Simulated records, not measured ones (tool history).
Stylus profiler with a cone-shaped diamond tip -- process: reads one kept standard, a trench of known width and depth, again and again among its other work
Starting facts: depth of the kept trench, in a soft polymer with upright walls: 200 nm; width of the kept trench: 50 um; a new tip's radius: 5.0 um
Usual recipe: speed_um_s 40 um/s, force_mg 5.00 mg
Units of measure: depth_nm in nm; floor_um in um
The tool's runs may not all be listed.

run	hour	speed_um_s	force_mg	depth_nm	floor_um
1	0.0	40	5.00	202.35	47.02
2	76.1	78	5.00	202.29	46.95
3	179.0	78	5.00	202.29	46.84
4	255.5	78	5.00	202.25	46.96
# hour 293.6: height scale calibrated on a step standard
5	353.2	78	2.00	201.24	46.82
6	423.0	78	2.00	201.27	46.82
# hour 480.8: new tip fitted, height scale calibrated
7	480.8	40	5.00	202.28	47.11
8	555.2	40	5.00	202.36	47.05
9	669.3	40	5.00	202.33	47.13
10	779.3	40	5.00	202.28	47.01
11	834.8	14	5.00	202.27	47.18
12	951.0	14	5.00	202.33	47.15
13	1009.1	14	5.00	202.35	47.11
14	1068.7	14	5.00	202.30	47.20
15	1125.5	14	5.00	202.27	47.22
16	1186.3	40	5.00	202.33	47.14
17	1273.6	40	5.00	202.34	47.14
18	1334.1	40	5.00	202.32	47.08
19	1390.8	40	5.00	202.33	47.07
20	1467.8	40	5.00	202.34	47.07
21	1582.1	40	5.00	202.34	47.04
22	1650.9	40	2.75	201.57	47.03
23	1767.2	40	5.00	202.33	47.08
# hour 1775.1: height scale calibrated on a step standard
24	1841.6	40	5.00	202.35	47.08
25	1932.9	40	5.00	202.32	47.10
26	2027.5	112	3.77	201.93	46.78
27	2096.6	30	12.33	204.28	47.19
28	2217.2	13	1.92	201.20	47.20
29	2284.8	13	1.92	201.26	47.10
30	2345.7	33	6.29	202.71	47.09
31	2421.5	10	1.85	201.20	47.15
32	2471.0	10	1.85	201.18	47.15
33	2551.9	40	3.78	201.94	47.05
34	2664.1	36	6.99	202.99	47.10
35	2767.5	63	5.00	202.28	46.94
36	2865.5	34	2.45	201.40	47.05
37	2955.0	34	2.45	201.42	47.06
38	3026.9	102	7.99	203.13	46.89
# hour 3065.0: height scale calibrated on a step standard
39	3088.7	102	7.99	203.20	46.94
40	3170.3	102	7.99	203.17	46.95
41	3221.6	21	9.07	203.42	47.13
42	3330.8	69	2.37	201.37	46.85
43	3412.3	69	2.37	201.41	46.90
44	3486.1	94	3.23	201.74	46.79
45	3604.5	37	3.23	201.74	46.99
46	3684.3	42	4.30	202.08	47.04

Predict each of these 4 candidate next runs independently; none follows another, all start after run 46:
A	3779.0	14	2.25	?	?
B	3779.0	37	11.58	?	?
C	3779.0	25	12.13	?	?
D	3779.0	41	6.27	?	?

run	depth_nm	floor_um
A	201.41	47.16
B	204.05	47.12
C	204.18	47.15
D	202.73	47.09
With the hidden condition removed and each run's random variation left untouched, the same runs would have given:
run	depth_nm	floor_um
A	201.41	47.17
B	204.05	47.13
C	204.17	47.16
D	202.73	47.10
